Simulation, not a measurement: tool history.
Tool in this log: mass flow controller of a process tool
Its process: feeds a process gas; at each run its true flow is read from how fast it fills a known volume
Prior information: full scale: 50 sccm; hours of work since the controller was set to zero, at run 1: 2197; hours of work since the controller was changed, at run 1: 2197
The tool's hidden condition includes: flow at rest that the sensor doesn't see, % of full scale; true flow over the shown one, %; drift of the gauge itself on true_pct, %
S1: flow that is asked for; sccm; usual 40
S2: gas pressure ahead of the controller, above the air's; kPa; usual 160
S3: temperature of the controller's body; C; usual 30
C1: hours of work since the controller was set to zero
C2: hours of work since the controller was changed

run 1 hour=0 | S1=40 S2=160 S3=30 | C1=2197 C2=2197 | true_flow_(%)=98.76
run 2 hour=313 | S1=40 S2=160 S3=30 | C1=2378 C2=2378 | true_flow_(%)=98.79
run 3 hour=746.3 | S1=40 S2=160 S3=29 | C1=2630 C2=2630 | true_flow_(%)=98.72
run 4 hour=1198.9 | S1=40 S2=160 S3=29 | C1=2892 C2=2892 | true_flow_(%)=98.53
run 5 hour=1556.7 | S1=40 S2=160 S3=29 | C1=3100 C2=3100 | true_flow_(%)=98.65
run 6 hour=1843.6 | S1=11 S2=160 S3=30 | C1=3267 C2=3267 | true_flow_(%)=96.87
run 7 hour=2078 | S1=11 S2=160 S3=30 | C1=3403 C2=3403 | true_flow_(%)=96.63
run 8 hour=2529.1 | S1=11 S2=160 S3=36 | C1=3664 C2=3664 | true_flow_(%)=96.27
run 9 hour=2906.7 | S1=11 S2=160 S3=36 | C1=3883 C2=3883 | true_flow_(%)=96.28
run 10 hour=3154.4 | S1=11 S2=160 S3=36 | C1=4027 C2=4027 | true_flow_(%)=96.2
run 11 hour=3579.3 | S1=11 S2=160 S3=36 | C1=4274 C2=4274 | true_flow_(%)=95.99
run 12 hour=3972.7 | S1=11 S2=160 S3=36 | C1=4502 C2=4502 | true_flow_(%)=95.87
run 13 hour=4414.2 | S1=11 S2=220 S3=36 | C1=4758 C2=4758 | true_flow_(%)=95.97
run 14 hour=4659.8 | S1=40 S2=160 S3=30 | C1=4901 C2=4901 | true_flow_(%)=98.22
run 15 hour=4911.9 | S1=20 S2=160 S3=30 | C1=5047 C2=5047 | true_flow_(%)=97.16
run 16 hour=5193.5 | S1=21 S2=160 S3=30 | C1=5210 C2=5210 | true_flow_(%)=97.08
run 17 hour=5554.2 | S1=40 S2=160 S3=30 | C1=5420 C2=5420 | true_flow_(%)=98.04
run 18 hour=5803.3 | S1=40 S2=160 S3=30 | C1=5564 C2=5564 | true_flow_(%)=98.13
run 19 hour=6091.1 | S1=40 S2=160 S3=30 | C1=5731 C2=5731 | true_flow_(%)=97.94
run 20 hour=6469.4 | S1=40 S2=160 S3=30 | C1=5951 C2=5951 | true_flow_(%)=97.91
run 21 hour=6803 | S1=40 S2=160 S3=30 | C1=6144 C2=6144 | true_flow_(%)=97.91
run 22 hour=7193 | S1=17 S2=160 S3=30 | C1=6371 C2=6371 | true_flow_(%)=96.19
run 23 hour=7398.4 | S1=17 S2=160 S3=30 | C1=6490 C2=6490 | true_flow_(%)=96.24
run 24 hour=7814.2 | S1=17 S2=160 S3=30 | C1=6731 C2=6731 | true_flow_(%)=96.13
run 25 hour=8255.7 | S1=17 S2=235 S3=32 | C1=6987 C2=6987 | true_flow_(%)=96.43
run 26 hour=8657.6 | S1=17 S2=235 S3=32 | C1=7221 C2=7221 | true_flow_(%)=96.17
run 27 hour=9054.8 | S1=17 S2=235 S3=32 | C1=7451 C2=7451 | true_flow_(%)=95.98
run 28 hour=9280.9 | S1=32 S2=160 S3=30 | C1=7582 C2=7582 | true_flow_(%)=97.32
-- hour=9545.7 controller's zero set anew
run 29 hour=9601.6 | S1=20 S2=228 S3=24 | C1=32 C2=7768 | true_flow_(%)=98.68
run 30 hour=10026.5 | S1=20 S2=228 S3=24 | C1=279 C2=8015 | true_flow_(%)=98.64
run 31 hour=10452 | S1=20 S2=255 S3=24 | C1=526 C2=8262 | true_flow_(%)=98.63
run 32 hour=10807.7 | S1=27 S2=259 S3=30 | C1=732 C2=8468 | true_flow_(%)=98.67
run 33 hour=11206.4 | S1=17 S2=232 S3=21 | C1=964 C2=8699 | true_flow_(%)=98.39
run 34 hour=11640 | S1=26 S2=232 S3=29 | C1=1215 C2=8951 | true_flow_(%)=98.36
run 35 hour=11947.4 | S1=11 S2=270 S3=22 | C1=1394 C2=9129 | true_flow_(%)=98.01
run 36 hour=12215.5 | S1=29 S2=142 S3=32 | C1=1549 C2=9285 | true_flow_(%)=97.72
run 37 hour=12621.4 | S1=29 S2=142 S3=32 | C1=1785 C2=9520 | true_flow_(%)=97.72
run 38 hour=12848.7 | S1=28 S2=145 S3=30 | C1=1917 C2=9652 | true_flow_(%)=97.64
-- hour=13039.9 controller exchanged for a calibrated one
run 39 hour=13221.7 | S1=15 S2=160 S3=34 | C1=106 C2=106 | true_flow_(%)=98.75
run 40 hour=13615.4 | S1=15 S2=160 S3=34 | C1=334 C2=334 | true_flow_(%)=98.82
run 41 hour=14030.2 | S1=15 S2=160 S3=34 | C1=575 C2=575 | true_flow_(%)=98.58
run 42 hour=14377.6 | S1=40 S2=196 S3=33 | C1=776 C2=776 | true_flow_(%)=99.41
run 43 hour=14704.7 | S1=40 S2=196 S3=33 | C1=966 C2=966 | true_flow_(%)=99.23
run 44 hour=15011.8 | S1=13 S2=160 S3=30 | C1=1144 C2=1144 | true_flow_(%)=98.39
run 45 hour=15346.5 | S1=13 S2=160 S3=30 | C1=1338 C2=1338 | true_flow_(%)=98.34
run 46 hour=15575.4 | S1=10 S2=160 S3=30 | C1=1471 C2=1471 | true_flow_(%)=97.9
run 47 hour=15945.9 | S1=7 S2=241 S3=30 | C1=1686 C2=1686 | true_flow_(%)=97.88

Consider 5 possible next runs. They are alternatives, not a sequence: every one starts from the tool as it was left by run 47. What does each give?
run A hour=16213.5 | S1=7 S2=190 S3=27 | C1=1842 C2=1842 | true_flow_(%)=?
run B hour=16213.5 | S1=40 S2=160 S3=30 | C1=1842 C2=1842 | true_flow_(%)=?
run C hour=16213.5 | S1=40 S2=234 S3=30 | C1=1842 C2=1842 | true_flow_(%)=?
run D hour=16213.5 | S1=9 S2=241 S3=24 | C1=1842 C2=1842 | true_flow_(%)=?
run E hour=16213.5 | S1=6 S2=160 S3=23 | C1=1842 C2=1842 | true_flow_(%)=?

run=A true_flow_(%)=97.6
run=B true_flow_(%)=99.2
run=C true_flow_(%)=99.47
run=D true_flow_(%)=98.25
run=E true_flow_(%)=97.31
Take away the tool's hidden state, keep each run's random variation, and the runs would have read:
run=A true_flow_(%)=99.11
run=B true_flow_(%)=99.56
run=C true_flow_(%)=99.82
run=D true_flow_(%)=99.45
run=E true_flow_(%)=99.05
